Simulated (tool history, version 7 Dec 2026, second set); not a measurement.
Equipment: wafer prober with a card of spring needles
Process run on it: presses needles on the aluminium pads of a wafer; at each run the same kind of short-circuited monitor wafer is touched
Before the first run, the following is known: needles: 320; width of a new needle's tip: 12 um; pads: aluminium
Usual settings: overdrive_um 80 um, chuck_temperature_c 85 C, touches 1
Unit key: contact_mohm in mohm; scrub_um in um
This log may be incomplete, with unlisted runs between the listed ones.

run	hour	overdrive_um	chuck_temperature_c	touches	contact_mohm	scrub_um
1	0	80	85	1	171	11.102
# hour 20.1: tips cleaned on abrasive film
2	36.4	80	85	1	183	11.076
# hour 47.3: tips cleaned on abrasive film
3	72.9	80	85	1	199	11.09
# hour 76.8: tips cleaned on abrasive film
# hour 103.7: tips cleaned on abrasive film
4	115.2	80	85	1	176	11.07
# hour 131.7: tips cleaned on abrasive film
# hour 158.6: tips cleaned on abrasive film
# hour 163.8: height of the first contact set anew
5	181	80	85	1	190	11.118
# hour 188.6: tips cleaned on abrasive film
# hour 218.5: tips cleaned on abrasive film
6	238	80	85	1	186	11.115
# hour 249.1: tips cleaned on abrasive film
# hour 278.9: tips cleaned on abrasive film
7	279.2	80	85	1	150	11.095
# hour 307.5: tips cleaned on abrasive film
8	329.7	80	85	1	198	11.093
# hour 338.9: tips cleaned on abrasive film
# hour 370.7: tips cleaned on abrasive film
9	377.5	80	85	1	173	11.078
# hour 400.1: tips cleaned on abrasive film
# hour 428.3: tips cleaned on abrasive film
10	438.9	80	85	1	181	11.068
# hour 449.8: height of the first contact set anew
# hour 457: tips cleaned on abrasive film
# hour 484: tips cleaned on abrasive film
11	501.5	63	85	1	212	8.732
# hour 513.5: tips cleaned on abrasive film
# hour 544.8: tips cleaned on abrasive film
12	557.1	75	44	1	184	10.409
# hour 572.8: tips cleaned on abrasive film
# hour 601.9: tips cleaned on abrasive film
13	608.3	80	33	1	160	11.076
# hour 630.9: tips cleaned on abrasive film
14	642.9	86	45	2	156	11.904
# hour 660.6: tips cleaned on abrasive film
15	677.1	86	45	2	163	11.901
# hour 689.2: tips cleaned on abrasive film
# hour 717.8: tips cleaned on abrasive film
# hour 737.4: height of the first contact set anew
# hour 748.8: tips cleaned on abrasive film
16	751.4	86	45	2	146	11.947
# hour 777.5: tips cleaned on abrasive film
17	785.9	75	62	1	174	10.404
# hour 804.6: tips cleaned on abrasive film
18	827.7	75	62	1	199	10.419
# hour 833.5: tips cleaned on abrasive film
# hour 862.2: tips cleaned on abrasive film
19	864.9	66	98	1	166	9.14
# hour 891.6: tips cleaned on abrasive film
# hour 920.8: tips cleaned on abrasive film
20	940.9	98	29	2	159	13.572
# hour 950.9: tips cleaned on abrasive film
# hour 979.7: tips cleaned on abrasive film
21	993.1	98	78	2	160	13.571

5 options for the next run, each taken on its own from the tool as it stands now. Forecast them:
# hour 1011.7: tips cleaned on abrasive film
# hour 1025.4: height of the first contact set anew
# hour 1042.3: tips cleaned on abrasive film
# hour 1069.8: tips cleaned on abrasive film
A	1072.6	70	115	1	?	?
# hour 1011.7: tips cleaned on abrasive film
# hour 1025.4: height of the first contact set anew
# hour 1042.3: tips cleaned on abrasive film
# hour 1069.8: tips cleaned on abrasive film
B	1072.6	98	103	3	?	?
# hour 1011.7: tips cleaned on abrasive film
# hour 1025.4: height of the first contact set anew
# hour 1042.3: tips cleaned on abrasive film
# hour 1069.8: tips cleaned on abrasive film
C	1072.6	80	85	3	?	?
# hour 1011.7: tips cleaned on abrasive film
# hour 1025.4: height of the first contact set anew
# hour 1042.3: tips cleaned on abrasive film
# hour 1069.8: tips cleaned on abrasive film
D	1072.6	98	78	3	?	?
# hour 1011.7: tips cleaned on abrasive film
# hour 1025.4: height of the first contact set anew
# hour 1042.3: tips cleaned on abrasive film
# hour 1069.8: tips cleaned on abrasive film
E	1072.6	92	41	2	?	?

run	contact_mohm	scrub_um
A	168	9.714
B	148	13.597
C	151	11.106
D	146	13.599
E	145	12.775
Take away the tool's hidden state, keep each run's random variation, and the runs would have read:
run	contact_mohm	scrub_um
A	148	9.727
B	143	13.609
C	144	11.119
D	141	13.611
E	136	12.788

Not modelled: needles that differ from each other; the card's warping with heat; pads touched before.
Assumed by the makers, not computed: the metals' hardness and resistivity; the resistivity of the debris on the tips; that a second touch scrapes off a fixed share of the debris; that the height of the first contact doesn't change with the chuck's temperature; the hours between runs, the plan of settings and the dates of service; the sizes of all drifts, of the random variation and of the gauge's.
